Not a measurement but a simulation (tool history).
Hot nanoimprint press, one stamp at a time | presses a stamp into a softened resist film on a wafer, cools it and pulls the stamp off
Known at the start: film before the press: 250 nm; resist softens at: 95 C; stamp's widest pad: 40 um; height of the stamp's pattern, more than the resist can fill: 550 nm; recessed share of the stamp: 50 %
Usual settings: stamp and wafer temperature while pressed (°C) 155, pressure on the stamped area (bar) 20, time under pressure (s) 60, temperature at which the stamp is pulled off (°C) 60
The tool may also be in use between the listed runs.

| run | day | stamp and wafer temperature while pressed (°C) | pressure on the stamped area (bar) | time under pressure (s) | temperature at which the stamp is pulled off (°C) | resist left under the stamp's widest pad (nm) | greatest force while the stamp is pulled off (N) |
|---|---|---|---|---|---|---|---|
| 1 | 0 | 155 | 20 | 60 | 60 | 104 | 150 |
| 2 | 1.583 | 155 | 20 | 60 | 60 | 104.4 | 153 |
| 3 | 2.612 | 155 | 20 | 60 | 60 | 104.2 | 148 |
| 4 | 3.65 | 155 | 20 | 60 | 60 | 104.8 | 155 |
| 5 | 4.471 | 155 | 20 | 60 | 60 | 104.4 | 156 |
| 6 | 5.912 | 155 | 20 | 60 | 60 | 105.1 | 148 |
| 7 | 7.033 | 155 | 20 | 60 | 60 | 104.6 | 152 |
| 8 | 8.075 | 155 | 20 | 60 | 60 | 105.4 | 158 |
| 9 | 8.842 | 155 | 20 | 60 | 60 | 105.7 | 150 |
|  | 9.479 | stamp cleaned and given a new release coat |
| 10 | 10.367 | 149 | 20 | 60 | 60 | 128.7 | 153 |
| 11 | 11.217 | 149 | 20 | 60 | 60 | 128.9 | 148 |
| 12 | 12.088 | 155 | 20 | 60 | 60 | 106.1 | 144 |
| 13 | 13.196 | 155 | 20 | 60 | 60 | 106.1 | 151 |
| 14 | 14.312 | 155 | 20 | 60 | 60 | 106.4 | 158 |
| 15 | 15.346 | 155 | 20 | 35 | 60 | 127 | 150 |
|  | 16.8 | plate thermocouple calibrated |
| 16 | 17.021 | 155 | 20 | 35 | 60 | 126.7 | 151 |
|  | 18.058 | gauge calibrated |
| 17 | 18.283 | 155 | 20 | 32 | 48 | 129.3 | 195 |

Run 18 comes next. What will it give?
| 18 | 19.179 | 155 | 20 | 32 | 48 | ? | ? |

resist left under the stamp's widest pad (nm): 128.4
greatest force while the stamp is pulled off (N): 198
Without the tool's hidden state the same run would have given resist left under the stamp's widest pad (nm) 128.2, greatest force while the stamp is pulled off (N) 197.
